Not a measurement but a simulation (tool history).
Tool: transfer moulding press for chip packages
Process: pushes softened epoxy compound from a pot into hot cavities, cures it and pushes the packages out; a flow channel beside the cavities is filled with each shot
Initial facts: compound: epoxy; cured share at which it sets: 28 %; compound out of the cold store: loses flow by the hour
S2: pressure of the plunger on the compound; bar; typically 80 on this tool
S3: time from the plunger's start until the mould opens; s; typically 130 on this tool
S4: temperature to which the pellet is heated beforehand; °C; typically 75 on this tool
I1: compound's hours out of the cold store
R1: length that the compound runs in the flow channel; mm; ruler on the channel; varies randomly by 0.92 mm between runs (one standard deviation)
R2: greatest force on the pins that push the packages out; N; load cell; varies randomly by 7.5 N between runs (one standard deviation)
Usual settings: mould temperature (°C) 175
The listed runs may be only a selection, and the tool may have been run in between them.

{"run": 1, "hour": 0.0, "mould temperature (°C)": 175, "S2": 80, "S3": 130, "S4": 75, "I1": 36.2, "R1": 702.8, "R2": 394}
{"run": 2, "hour": 18.0, "mould temperature (°C)": 175, "S2": 80, "S3": 130, "S4": 75, "I1": 25.7, "R1": 743.6, "R2": 446}
{"run": 3, "hour": 35.6, "mould temperature (°C)": 175, "S2": 80, "S3": 130, "S4": 69, "I1": 8.6, "R1": 819.4, "R2": 486}
{"run": 4, "hour": 53.9, "mould temperature (°C)": 175, "S2": 80, "S3": 130, "S4": 69, "I1": 46.3, "R1": 667.7, "R2": 484}
{"run": 5, "hour": 68.8, "mould temperature (°C)": 175, "S2": 80, "S3": 123, "S4": 75, "I1": 22, "R1": 757.9, "R2": 539}
{"run": 6, "hour": 79.8, "mould temperature (°C)": 175, "S2": 80, "S3": 130, "S4": 75, "I1": 26.9, "R1": 737.2, "R2": 519}
{"hour": 88.3, "done": "cavities cleaned with cleaning compound and waxed"}
{"run": 7, "hour": 91.6, "mould temperature (°C)": 175, "S2": 80, "S3": 130, "S4": 75, "I1": 13.5, "R1": 793, "R2": 339}
{"run": 8, "hour": 102.7, "mould temperature (°C)": 175, "S2": 80, "S3": 130, "S4": 75, "I1": 36, "R1": 701.6, "R2": 342}
{"run": 9, "hour": 115.9, "mould temperature (°C)": 175, "S2": 80, "S3": 130, "S4": 75, "I1": 32.8, "R1": 713.3, "R2": 399}
{"run": 10, "hour": 125.9, "mould temperature (°C)": 175, "S2": 80, "S3": 130, "S4": 75, "I1": 40.7, "R1": 684.6, "R2": 383}
{"run": 11, "hour": 142.8, "mould temperature (°C)": 175, "S2": 80, "S3": 130, "S4": 75, "I1": 23.9, "R1": 749.2, "R2": 440}
{"run": 12, "hour": 152.1, "mould temperature (°C)": 175, "S2": 80, "S3": 130, "S4": 75, "I1": 10.8, "R1": 805.6, "R2": 469}
{"run": 13, "hour": 159.5, "mould temperature (°C)": 175, "S2": 80, "S3": 130, "S4": 75, "I1": 32.3, "R1": 714, "R2": 426}
{"run": 14, "hour": 168.4, "mould temperature (°C)": 175, "S2": 80, "S3": 130, "S4": 75, "I1": 33.3, "R1": 710.6, "R2": 454}
{"run": 15, "hour": 182.2, "mould temperature (°C)": 169, "S2": 79.5, "S3": 120, "S4": 66, "I1": 44.5, "R1": 689.9, "R2": 862}
{"run": 16, "hour": 199.2, "mould temperature (°C)": 169, "S2": 79.5, "S3": 164, "S4": 84, "I1": 37.7, "R1": 712.7, "R2": 475}
{"run": 17, "hour": 207.2, "mould temperature (°C)": 169, "S2": 79.5, "S3": 164, "S4": 84, "I1": 34.4, "R1": 727.3, "R2": 477}
{"run": 18, "hour": 215.0, "mould temperature (°C)": 178, "S2": 76.6, "S3": 127, "S4": 74, "I1": 11.3, "R1": 771.6, "R2": 478}
{"hour": 231.2, "done": "cavities cleaned with cleaning compound and waxed"}
{"run": 19, "hour": 233.4, "mould temperature (°C)": 173, "S2": 76.6, "S3": 140, "S4": 74, "I1": 36.4, "R1": 689.5, "R2": 329}
{"run": 20, "hour": 247.0, "mould temperature (°C)": 175, "S2": 80, "S3": 130, "S4": 71, "I1": 10.9, "R1": 803.1, "R2": 377}
{"run": 21, "hour": 258.9, "mould temperature (°C)": 177, "S2": 79.1, "S3": 114, "S4": 68, "I1": 18.5, "R1": 755.9, "R2": 461}
{"run": 22, "hour": 268.8, "mould temperature (°C)": 177, "S2": 79.1, "S3": 114, "S4": 68, "I1": 40.3, "R1": 672.5, "R2": 443}
{"run": 23, "hour": 286.5, "mould temperature (°C)": 174, "S2": 80, "S3": 130, "S4": 75, "I1": 20.9, "R1": 760.7, "R2": 484}
{"run": 24, "hour": 295.5, "mould temperature (°C)": 174, "S2": 80, "S3": 130, "S4": 75, "I1": 8.2, "R1": 816.6, "R2": 511}
{"run": 25, "hour": 303.6, "mould temperature (°C)": 174, "S2": 92.1, "S3": 130, "S4": 84, "I1": 32.1, "R1": 766.2, "R2": 456}
{"run": 26, "hour": 310.9, "mould temperature (°C)": 175, "S2": 98.8, "S3": 149, "S4": 75, "I1": 45.3, "R1": 736.5, "R2": 389}
{"run": 27, "hour": 321.1, "mould temperature (°C)": 175, "S2": 78.7, "S3": 130, "S4": 75, "I1": 22.9, "R1": 742.4, "R2": 496}
{"run": 28, "hour": 334.3, "mould temperature (°C)": 167, "S2": 88.9, "S3": 134, "S4": 76, "I1": 43.9, "R1": 737.2, "R2": 749}

Branching from run 28: 3 alternative next runs. What would each branch give?
{"run": "A", "hour": 348.5, "mould temperature (°C)": 179, "S2": 81.1, "S3": 130, "S4": 75, "I1": 45.9, "R1": "?", "R2": "?"}
{"run": "B", "hour": 348.5, "mould temperature (°C)": 167, "S2": 85.6, "S3": 134, "S4": 76, "I1": 12.6, "R1": "?", "R2": "?"}
{"run": "C", "hour": 348.5, "mould temperature (°C)": 167, "S2": 88.9, "S3": 131, "S4": 68, "I1": 16.9, "R1": "?", "R2": "?"}

run=A R1=652.9 R2=430
run=B R1=856.6 R2=879
run=C R1=854 R2=938
Take away the tool's hidden state, keep each run's random variation, and the runs would have read:
run=A R1=669.4 R2=263
run=B R1=877.8 R2=524
run=C R1=875.1 R2=562
